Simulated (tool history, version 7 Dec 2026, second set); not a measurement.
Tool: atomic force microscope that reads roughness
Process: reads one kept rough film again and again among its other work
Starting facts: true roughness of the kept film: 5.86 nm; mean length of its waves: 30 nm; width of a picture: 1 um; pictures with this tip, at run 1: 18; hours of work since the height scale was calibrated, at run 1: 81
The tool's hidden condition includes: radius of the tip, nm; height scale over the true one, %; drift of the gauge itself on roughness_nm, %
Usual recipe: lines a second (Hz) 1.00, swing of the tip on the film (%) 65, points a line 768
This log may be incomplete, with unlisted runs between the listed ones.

| run | hour | lines a second (Hz) | swing of the tip on the film (%) | points a line | pictures with this tip | hours of work since the height scale was calibrated | roughness of the kept film (nm (root mean square)) |
|---|---|---|---|---|---|---|---|
| 1 | 0.0 | 1.00 | 65 | 768 | 18 | 81 | 4.316 |
| 2 | 44.4 | 1.00 | 65 | 768 | 114 | 112 | 3.506 |
| 3 | 100.2 | 1.43 | 65 | 768 | 235 | 152 | 2.766 |
|  | 133.0 | new tip fitted |
| 4 | 140.0 | 1.00 | 65 | 826 | 15 | 180 | 4.275 |
| 5 | 185.3 | 1.00 | 65 | 826 | 113 | 212 | 3.447 |
| 6 | 244.3 | 1.00 | 65 | 826 | 241 | 255 | 2.762 |
|  | 276.0 | new tip fitted |
| 7 | 281.4 | 1.00 | 65 | 826 | 12 | 281 | 4.397 |
| 8 | 314.6 | 1.00 | 65 | 865 | 84 | 304 | 3.663 |
| 9 | 370.3 | 1.24 | 65 | 768 | 204 | 344 | 2.879 |
| 10 | 413.0 | 0.67 | 65 | 660 | 296 | 375 | 2.522 |
|  | 417.0 | new tip fitted |
| 11 | 467.5 | 0.67 | 65 | 295 | 110 | 413 | 3.356 |
| 12 | 509.1 | 0.67 | 65 | 295 | 199 | 443 | 2.885 |
|  | 556.0 | new tip fitted |
| 13 | 566.7 | 0.67 | 65 | 295 | 23 | 484 | 4.239 |
| 14 | 605.8 | 0.52 | 73 | 402 | 107 | 511 | 3.528 |
| 15 | 666.9 | 0.52 | 84 | 402 | 239 | 555 | 2.772 |
|  | 695.9 | new tip fitted |
| 16 | 703.6 | 0.95 | 83 | 954 | 16 | 581 | 4.059 |
| 17 | 750.9 | 2.76 | 74 | 813 | 118 | 615 | 3.042 |
| 18 | 781.7 | 2.76 | 76 | 949 | 185 | 637 | 2.665 |

Here are 3 independent what-if runs from the current tool condition. What would each one return?
| A | 811.4 | 3.76 | 76 | 631 | 249 | 658 | ? |
| B | 811.4 | 0.94 | 76 | 603 | 249 | 658 | ? |
| C | 811.4 | 0.63 | 76 | 653 | 249 | 658 | ? |

| run | roughness of the kept film (nm (root mean square)) |
|---|---|
| A | 2.232 |
| B | 2.661 |
| C | 2.718 |
Take away the tool's hidden state, keep each run's random variation, and the runs would have read:
| run | roughness of the kept film (nm (root mean square)) |
|---|---|
| A | 3.622 |
| B | 4.324 |
| C | 4.421 |
